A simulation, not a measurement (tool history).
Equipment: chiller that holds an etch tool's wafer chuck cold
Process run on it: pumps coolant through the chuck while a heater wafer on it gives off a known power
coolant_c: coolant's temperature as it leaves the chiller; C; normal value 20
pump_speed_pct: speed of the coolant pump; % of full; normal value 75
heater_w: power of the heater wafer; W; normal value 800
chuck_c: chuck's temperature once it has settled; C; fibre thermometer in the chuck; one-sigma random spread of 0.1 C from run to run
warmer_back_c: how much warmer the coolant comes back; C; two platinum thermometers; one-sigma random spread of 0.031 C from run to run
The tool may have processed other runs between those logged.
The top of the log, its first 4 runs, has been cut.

| run | hour | coolant_c | pump_speed_pct | heater_w | chuck_c | warmer_back_c |
|---|---|---|---|---|---|---|
| 5 | 178.2 | 14 | 75 | 800 | 23.5 | 2.33 |
| 6 | 218.3 | 20 | 72 | 800 | 29.9 | 2.48 |
| 7 | 240.3 | 20 | 72 | 800 | 29.9 | 2.51 |
| 8 | 266.9 | 20 | 72 | 800 | 29.9 | 2.5 |
| 9 | 296.8 | 20 | 72 | 800 | 29.9 | 2.55 |
| 10 | 324.4 | 20 | 72 | 800 | 29.9 | 2.5 |
| 11 | 365.4 | 20 | 75 | 800 | 29.8 | 2.36 |
| 12 | 410.7 | 10 | 75 | 800 | 19.7 | 2.37 |
| 13 | 445.5 | 10 | 75 | 800 | 19.7 | 2.45 |
| 14 | 481 | 10 | 75 | 800 | 19.6 | 2.41 |
| 15 | 508.1 | 10 | 75 | 800 | 19.7 | 2.41 |
| 16 | 532.6 | 10 | 75 | 800 | 19.7 | 2.43 |
| 17 | 557.3 | 16 | 80 | 624 | 23.3 | 1.79 |
| 18 | 600.4 | 24 | 99 | 1128 | 34.2 | 2.49 |
| 19 | 623.9 | 21 | 99 | 1128 | 31.2 | 2.45 |
| 20 | 657.6 | 27 | 82 | 1007 | 38.1 | 2.71 |
| 21 | 703.9 | 23 | 75 | 620 | 30.9 | 1.87 |
| 22 | 739.9 | 23 | 75 | 620 | 30.9 | 1.84 |

Run 23 is up next; what results do you expect?
| 23 | 785.2 | 21 | 82 | 620 | ? | ? |

Run 23 yielded chuck_c 28.2 C, warmer_back_c 1.68 C.
On a tool with no hidden condition, and with the same random variation, this run would have come out at chuck_c 26.3 C, warmer_back_c 1.63 C.
